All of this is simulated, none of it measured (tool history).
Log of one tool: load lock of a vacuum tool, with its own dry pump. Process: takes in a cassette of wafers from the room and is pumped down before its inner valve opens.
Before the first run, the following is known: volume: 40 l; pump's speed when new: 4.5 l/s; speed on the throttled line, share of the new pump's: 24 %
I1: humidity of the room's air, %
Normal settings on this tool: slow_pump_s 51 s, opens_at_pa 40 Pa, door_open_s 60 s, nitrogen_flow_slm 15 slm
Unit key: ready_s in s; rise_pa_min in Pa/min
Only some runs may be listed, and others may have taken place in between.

Run 1, day 0.000: usual settings; I1 46.5. Result: ready_s 114.2 s, rise_pa_min 0.161 Pa/min.
Run 2, day 19.404: usual settings; I1 43.6. Result: ready_s 114.5 s, rise_pa_min 0.184 Pa/min.
Run 3, day 39.029: usual settings; I1 43.2. Result: ready_s 114.3 s, rise_pa_min 0.205 Pa/min.
Run 4, day 52.846: usual settings; I1 46.1. Result: ready_s 114.2 s, rise_pa_min 0.223 Pa/min.
Run 5, day 73.346: usual settings; I1 45.6. Result: ready_s 114.7 s, rise_pa_min 0.249 Pa/min.
Run 6, day 87.892: usual settings; I1 42.6. Result: ready_s 114.5 s, rise_pa_min 0.268 Pa/min.
Run 7, day 111.212: usual settings; I1 42.2. Result: ready_s 115.7 s, rise_pa_min 0.299 Pa/min.
Run 8, day 133.042: usual settings; I1 45.0. Result: ready_s 115.8 s, rise_pa_min 0.340 Pa/min.
Run 9, day 158.579: usual settings; I1 41.1. Result: ready_s 116.0 s, rise_pa_min 0.376 Pa/min.
Run 10, day 181.804: usual settings; I1 46.4. Result: ready_s 117.3 s, rise_pa_min 0.420 Pa/min.
Run 11, day 199.846: usual settings; I1 45.2. Result: ready_s 115.9 s, rise_pa_min 0.443 Pa/min.
Run 12, day 212.500: usual settings; I1 40.6. Result: ready_s 116.8 s, rise_pa_min 0.458 Pa/min.
Run 13, day 235.762: usual settings; I1 44.4. Result: ready_s 117.6 s, rise_pa_min 0.508 Pa/min.
Run 14, day 254.858: usual settings; I1 44.4. Result: ready_s 116.4 s, rise_pa_min 0.538 Pa/min.
Run 15, day 266.975: usual settings but nitrogen_flow_slm 13 slm; I1 46.6. Result: ready_s 117.5 s, rise_pa_min 0.572 Pa/min.
Run 16, day 291.250: usual settings but nitrogen_flow_slm 13 slm; I1 46.4. Result: ready_s 116.2 s, rise_pa_min 0.604 Pa/min.
At day 302.204: dry pump taken out, an overhauled one fitted.
Run 17, day 307.967: usual settings; I1 42.4. Result: ready_s 108.7 s, rise_pa_min 0.645 Pa/min.
Run 18, day 323.392: usual settings; I1 46.5. Result: ready_s 108.8 s, rise_pa_min 0.687 Pa/min.
At day 347.671: door's seal changed, seat wiped.
Run 19, day 348.900: usual settings but slow_pump_s 93 s; I1 46.0. Result: ready_s 141.1 s, rise_pa_min 0.044 Pa/min.
Run 20, day 368.946: usual settings but slow_pump_s 93 s; I1 45.1. Result: ready_s 140.5 s, rise_pa_min 0.053 Pa/min.
Run 21, day 389.042: usual settings but slow_pump_s 93 s, nitrogen_flow_slm 7 slm; I1 42.9. Result: ready_s 141.8 s, rise_pa_min 0.071 Pa/min.
Run 22, day 406.067: usual settings but slow_pump_s 93 s, nitrogen_flow_slm 7 slm; I1 46.2. Result: ready_s 141.7 s, rise_pa_min 0.087 Pa/min.
Run 23, day 423.675: usual settings but slow_pump_s 93 s, nitrogen_flow_slm 7 slm; I1 49.2. Result: ready_s 141.6 s, rise_pa_min 0.095 Pa/min.
Run 24, day 440.925: usual settings but slow_pump_s 93 s, nitrogen_flow_slm 7 slm; I1 45.4. Result: ready_s 141.6 s, rise_pa_min 0.109 Pa/min.
Run 25, day 461.304: usual settings but slow_pump_s 93 s, opens_at_pa 47 Pa, door_open_s 76 s, nitrogen_flow_slm 7 slm; I1 43.7. Result: ready_s 140.1 s, rise_pa_min 0.131 Pa/min.
Run 26, day 479.312: usual settings but opens_at_pa 47 Pa, door_open_s 95 s, nitrogen_flow_slm 7 slm; I1 47.0. Result: ready_s 109.1 s, rise_pa_min 0.151 Pa/min.
Run 27, day 494.854: usual settings but opens_at_pa 29 Pa, door_open_s 131 s, nitrogen_flow_slm 7 slm; I1 44.3. Result: ready_s 112.3 s, rise_pa_min 0.176 Pa/min.
Run 28, day 513.979: usual settings but slow_pump_s 68 s, opens_at_pa 38 Pa, door_open_s 40 s; I1 44.7. Result: ready_s 124.9 s, rise_pa_min 0.153 Pa/min.
Run 29, day 527.275: usual settings but slow_pump_s 35 s, opens_at_pa 30 Pa, nitrogen_flow_slm 6 slm; I1 43.5. Result: ready_s 101.8 s, rise_pa_min 0.183 Pa/min.
Run 30, day 539.696: usual settings but slow_pump_s 61 s, opens_at_pa 50 Pa, door_open_s 176 s, nitrogen_flow_slm 4 slm; I1 42.3. Result: ready_s 116.9 s, rise_pa_min 0.233 Pa/min.
Run 31, day 560.533: usual settings but slow_pump_s 61 s, opens_at_pa 50 Pa, door_open_s 176 s, nitrogen_flow_slm 4 slm; I1 45.4. Result: ready_s 116.4 s, rise_pa_min 0.268 Pa/min.
Run 32, day 578.338: usual settings but slow_pump_s 61 s, opens_at_pa 50 Pa, door_open_s 176 s, nitrogen_flow_slm 4 slm; I1 47.5. Result: ready_s 116.4 s, rise_pa_min 0.296 Pa/min.
Run 33, day 592.700: usual settings but slow_pump_s 28 s, opens_at_pa 67 Pa; I1 44.1. Result: ready_s 90.1 s, rise_pa_min 0.255 Pa/min.
Run 34, day 610.408: usual settings but slow_pump_s 28 s, opens_at_pa 67 Pa; I1 40.7. Result: ready_s 89.4 s, rise_pa_min 0.285 Pa/min.
Run 35, day 622.812: usual settings but slow_pump_s 28 s, opens_at_pa 67 Pa; I1 42.6. Result: ready_s 91.0 s, rise_pa_min 0.307 Pa/min.
Run 36, day 638.250: usual settings but slow_pump_s 48 s, opens_at_pa 67 Pa, door_open_s 26 s; I1 43.5. Result: ready_s 105.3 s, rise_pa_min 0.309 Pa/min.
Run 37, day 660.088: usual settings but slow_pump_s 42 s, opens_at_pa 51 Pa, door_open_s 63 s, nitrogen_flow_slm 34 slm; I1 45.3. Result: ready_s 102.4 s, rise_pa_min 0.343 Pa/min.

4 options for the next run, each taken on its own from the tool as it stands now. Forecast them:
Run A, day 675.275: usual settings but slow_pump_s 42 s, opens_at_pa 51 Pa, door_open_s 63 s, nitrogen_flow_slm 4 slm; I1 44.6. Result: ready_s ?, rise_pa_min ?.
Run B, day 675.275: usual settings but slow_pump_s 38 s, opens_at_pa 45 Pa, door_open_s 47 s, nitrogen_flow_slm 34 slm; I1 43.7. Result: ready_s ?, rise_pa_min ?.
Run C, day 675.275: usual settings but slow_pump_s 49 s, opens_at_pa 51 Pa, door_open_s 225 s, nitrogen_flow_slm 9 slm; I1 42.7. Result: ready_s ?, rise_pa_min ?.
Run D, day 675.275: usual settings but slow_pump_s 45 s, door_open_s 35 s; I1 45.0. Result: ready_s ?, rise_pa_min ?.

run  ready_s  rise_pa_min
  A    104.8        0.392
  B    101.1        0.365
  C    109.6        0.417
  D    107.6        0.367
Had the tool no hidden state, the same runs would have come out as:
run  ready_s  rise_pa_min
  A    100.7        0.055
  B     96.9        0.027
  C    105.5        0.086
  D    103.5        0.032

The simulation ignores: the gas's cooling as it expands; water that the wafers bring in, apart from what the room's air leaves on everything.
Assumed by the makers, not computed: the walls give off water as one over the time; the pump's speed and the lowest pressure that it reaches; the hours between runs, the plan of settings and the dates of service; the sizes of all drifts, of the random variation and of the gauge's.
